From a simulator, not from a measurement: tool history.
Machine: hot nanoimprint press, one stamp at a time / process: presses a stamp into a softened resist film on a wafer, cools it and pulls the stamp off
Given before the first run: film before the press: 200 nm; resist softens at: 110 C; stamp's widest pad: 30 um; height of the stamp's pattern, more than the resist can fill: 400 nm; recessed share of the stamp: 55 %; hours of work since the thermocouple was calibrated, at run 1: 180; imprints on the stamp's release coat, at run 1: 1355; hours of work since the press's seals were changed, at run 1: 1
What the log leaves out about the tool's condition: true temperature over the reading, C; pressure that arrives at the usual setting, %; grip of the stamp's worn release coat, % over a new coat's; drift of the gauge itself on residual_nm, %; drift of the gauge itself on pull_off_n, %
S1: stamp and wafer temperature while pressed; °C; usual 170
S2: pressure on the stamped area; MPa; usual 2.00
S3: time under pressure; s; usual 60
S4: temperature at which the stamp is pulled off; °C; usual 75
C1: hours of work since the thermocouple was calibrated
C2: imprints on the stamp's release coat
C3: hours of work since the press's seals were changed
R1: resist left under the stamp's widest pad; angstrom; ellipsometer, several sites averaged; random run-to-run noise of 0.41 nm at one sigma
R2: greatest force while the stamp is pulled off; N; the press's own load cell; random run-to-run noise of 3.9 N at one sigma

run	day	S1	S2	S3	S4	C1	C2	C3	R1	R2
1	0.000	170	2.00	60	75	180	1355	1	963	242
# day 1.488: stamp cleaned and given a new release coat
2	2.538	170	2.00	60	70	203	44	23	960	195
3	3.825	170	2.00	60	70	215	96	36	962	197
4	6.046	170	1.83	60	75	237	187	58	1005	188
5	7.358	170	1.83	60	75	250	241	70	1009	197
6	9.867	170	2.00	60	75	275	344	95	968	202
7	12.333	170	2.00	60	75	299	445	119	964	206
8	14.579	170	2.00	60	75	321	537	141	977	215
# day 14.838: plate thermocouple calibrated
9	16.079	170	2.00	60	74	12	593	155	978	210
10	17.538	170	2.23	60	74	26	653	169	920	216
11	18.862	170	2.67	60	75	39	707	182	836	215
12	20.321	162	2.69	35	70	54	767	196	1378	222
13	22.925	162	2.69	35	70	79	873	222	1391	231
14	25.438	170	1.92	56	75	104	976	246	1030	222
# day 27.850: plate thermocouple calibrated, once more
15	28.058	170	2.00	96	73	2	1078	271	829	230
16	29.821	174	2.73	70	83	19	1151	288	645	218
17	31.538	170	1.43	76	69	36	1221	305	1065	251
18	33.817	170	1.43	76	69	58	1314	327	1066	248
19	35.217	167	1.43	76	69	72	1372	341	1208	262

Each row is a separate what-if for the run after 19, all from the same tool condition, not one after another. Results?
# day 36.383: stamp cleaned and given a new release coat
A	37.642	170	2.00	60	80	93	52	362	?	?
# day 36.383: stamp cleaned and given a new release coat
B	37.642	160	1.30	60	75	93	52	362	?	?
# day 36.383: stamp cleaned and given a new release coat
C	37.642	170	2.00	66	68	93	52	362	?	?
# day 36.383: stamp cleaned and given a new release coat
D	37.642	176	2.64	76	69	93	52	362	?	?
# day 36.383: stamp cleaned and given a new release coat
E	37.642	170	1.76	60	75	93	52	362	?	?

run	R1	R2
A	977	186
B	1655	184
C	937	199
D	591	189
E	1033	193
With no hidden state in the tool, these same runs would have given:
run	R1	R2
A	957	184
B	1638	182
C	918	196
D	578	187
E	1013	190
